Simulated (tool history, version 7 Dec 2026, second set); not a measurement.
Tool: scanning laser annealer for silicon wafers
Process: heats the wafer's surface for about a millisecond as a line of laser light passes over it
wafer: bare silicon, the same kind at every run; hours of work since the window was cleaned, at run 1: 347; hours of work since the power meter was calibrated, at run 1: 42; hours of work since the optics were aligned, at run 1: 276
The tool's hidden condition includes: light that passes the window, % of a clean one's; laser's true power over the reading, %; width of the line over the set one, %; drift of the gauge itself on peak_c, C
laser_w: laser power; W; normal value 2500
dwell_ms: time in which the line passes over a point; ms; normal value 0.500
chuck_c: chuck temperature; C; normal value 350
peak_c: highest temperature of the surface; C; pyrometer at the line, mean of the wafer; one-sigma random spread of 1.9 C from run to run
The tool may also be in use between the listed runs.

run,hour,laser_w,dwell_ms,chuck_c,hours of work since the window was cleaned,hours of work since the power meter was calibrated,hours of work since the optics were aligned,peak_c
1,0.0,2500,0.500,350,347,42,276,1091
2,9.9,2699,0.500,350,353,47,281,1170
3,15.2,2500,0.424,350,355,50,284,1035
4,20.9,2500,0.424,350,358,53,287,1034
5,28.8,2500,0.424,350,363,57,291,1031
6,36.9,2500,0.424,350,367,61,295,1031
7,42.3,2500,0.500,350,370,64,298,1088
8,50.1,2500,0.500,350,374,68,302,1088
9,55.0,2500,0.500,350,376,71,305,1088
10,65.3,2500,0.500,350,382,76,310,1086
11,72.0,2500,0.500,350,385,80,314,1087
12,77.6,2500,0.500,350,388,83,316,1087
13,83.0,2500,0.500,350,391,86,319,1088
14,92.7,2500,0.500,350,396,91,324,1085
15,100.1,2500,0.500,350,400,95,328,1090
16,109.5,2500,0.500,350,405,100,333,1086
17,116.5,2500,0.500,350,409,103,337,1089
18,125.6,2500,0.500,350,414,108,342,1087
19,132.0,2500,0.500,332,417,111,345,1067
20,138.5,2500,0.500,317,420,115,349,1053
21,144.1,2329,0.369,317,423,118,352,899
22,152.3,2329,0.369,317,428,122,356,896
23,158.5,2700,0.376,350,431,125,359,1058
24,166.3,2548,0.578,340,435,130,363,1149
25,173.1,2400,0.500,350,439,133,367,1049
26,179.9,2154,0.500,364,442,137,370,971
27,184.3,2154,0.500,364,445,139,373,972
28,189.9,2154,0.500,364,448,142,376,969
29,196.4,2154,0.500,364,451,145,379,971
30,204.4,2609,0.350,368,455,150,383,1024
31,214.4,2312,0.560,372,460,155,389,1071
32,224.6,2312,0.560,372,466,160,394,1072
33,229.0,2500,0.447,387,468,163,396,1080
34,237.6,2500,0.447,387,473,167,401,1084
# hour 247.3: window over the wafer cleaned
35,249.3,2500,0.447,387,1,172,406,1103
36,259.1,2500,0.447,387,6,177,411,1106
37,268.4,2500,0.447,387,11,182,416,1107
38,274.3,2252,0.500,350,14,185,419,1012
39,283.8,2430,0.500,350,19,190,424,1077
40,291.4,2430,0.500,350,23,194,428,1078

For some of the steps in peak_c from one run to the next: how much would appear even if the tool had no hidden state, given the settings, what came in and random variation, and how much remains for the hidden state plus any gauge scatter that the measured result and the result without hidden state don't share?
Run 2 -> 3: laser_w 2699 -> 2500, dwell_ms 0.500 -> 0.424. peak_c -135 C: hidden state +5, all else -140.
Run 20 -> 21: laser_w 2500 -> 2329, dwell_ms 0.500 -> 0.369. peak_c -154 C: hidden state +6, all else -160.
Run 22 -> 23: laser_w 2329 -> 2700, dwell_ms 0.369 -> 0.376, chuck_c 317 -> 350. peak_c +162 C: hidden state -6, all else +168.
Run 34 -> 35: window over the wafer cleaned. peak_c +19 C: hidden state +23, all else -4.
